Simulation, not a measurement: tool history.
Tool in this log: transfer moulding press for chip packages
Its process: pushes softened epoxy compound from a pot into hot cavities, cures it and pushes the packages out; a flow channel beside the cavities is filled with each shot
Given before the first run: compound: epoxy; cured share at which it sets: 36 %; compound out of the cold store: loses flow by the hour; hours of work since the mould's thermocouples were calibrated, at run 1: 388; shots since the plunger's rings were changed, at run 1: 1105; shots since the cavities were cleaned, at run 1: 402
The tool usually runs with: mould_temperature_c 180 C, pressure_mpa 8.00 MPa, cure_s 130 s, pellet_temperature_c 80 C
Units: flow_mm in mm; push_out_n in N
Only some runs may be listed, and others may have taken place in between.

run,day,mould_temperature_c,pressure_mpa,cure_s,pellet_temperature_c,hours of work since the mould's thermocouples were calibrated,shots since the plunger's rings were changed,shots since the cavities were cleaned,incoming compound's hours out of the cold store,flow_mm,push_out_n
1,0.000,180,8.00,130,80,388,1105,402,15.0,624,442
2,1.029,180,8.00,130,80,406,1357,654,14.5,624,444
# day 1.383: cavities cleaned with cleaning compound and waxed
3,2.675,177,8.00,130,80,435,1745,316,23.7,603,488
4,4.025,180,8.00,130,80,459,2075,646,27.2,584,471
# day 4.400: cavities cleaned with cleaning compound and waxed
5,5.204,180,8.00,130,74,478,2348,197,9.5,649,451
# day 6.329: mould's thermocouples calibrated
6,6.329,180,8.00,130,74,0,2604,453,29.5,576,443
7,7.154,180,8.00,130,74,15,2805,654,35.0,560,425
# day 7.458: cavities cleaned with cleaning compound and waxed
8,8.612,180,8.00,130,74,39,3147,282,43.4,540,438
9,9.433,180,8.00,130,82,54,3348,483,25.0,595,448
10,10.288,180,8.00,130,82,69,3558,693,19.1,609,452
# day 10.421: cavities cleaned with cleaning compound and waxed
# day 10.933: plunger's sealing rings changed
11,11.296,180,8.00,130,82,84,88,188,22.6,603,446
12,12.317,180,8.00,130,82,102,339,439,22.1,603,419
13,13.133,178,8.00,130,80,117,538,638,8.5,657,479
# day 13.500: cavities cleaned with cleaning compound and waxed
14,14.700,178,8.00,130,80,143,907,294,17.5,621,470
15,15.675,180,8.00,130,86,161,1146,533,17.3,616,462
# day 16.483: cavities cleaned with cleaning compound and waxed
16,17.171,180,8.33,133,85,186,1497,169,21.8,611,435
17,18.354,180,6.80,166,77,207,1787,459,46.7,489,420
# day 19.458: cavities cleaned with cleaning compound and waxed
18,19.762,188,8.00,130,79,231,2116,75,20.7,593,421
19,20.483,185,8.95,159,84,244,2292,251,37.9,580,399
20,21.829,185,8.03,167,84,268,2622,581,8.1,650,415
# day 22.429: cavities cleaned with cleaning compound and waxed
21,22.979,185,8.03,167,84,287,2888,135,20.5,602,425
22,24.142,185,8.03,167,84,308,3173,420,37.1,551,428
# day 25.400: cavities cleaned with cleaning compound and waxed
23,25.400,176,6.58,130,79,329,3465,0,45.0,491,462
# day 26.362: plunger's sealing rings changed
24,27.112,176,6.58,130,79,358,183,394,15.5,564,504
# day 28.479: cavities cleaned with cleaning compound and waxed
25,28.725,176,6.17,121,79,385,563,60,16.8,550,562
26,29.704,176,6.17,121,79,403,803,300,9.8,572,560
27,30.717,185,6.17,121,84,421,1051,548,36.1,486,426
# day 31.458: cavities cleaned with cleaning compound and waxed
28,31.679,185,6.17,121,84,437,1271,54,27.6,511,424
29,32.454,186,7.93,111,76,450,1461,244,17.0,606,419

Forecast each of these 3 alternatives for the next run:
A,33.429,180,8.00,130,78,468,1700,483,29.2,?,?
B,33.429,180,8.38,144,80,468,1700,483,14.7,?,?
C,33.429,186,6.59,111,76,468,1700,483,48.0,?,?

run,flow_mm,push_out_n
A,577,438
B,643,442
C,469,457
Had the tool no hidden state, the same runs would have come out as:
run,flow_mm,push_out_n
A,577,432
B,644,436
C,470,451

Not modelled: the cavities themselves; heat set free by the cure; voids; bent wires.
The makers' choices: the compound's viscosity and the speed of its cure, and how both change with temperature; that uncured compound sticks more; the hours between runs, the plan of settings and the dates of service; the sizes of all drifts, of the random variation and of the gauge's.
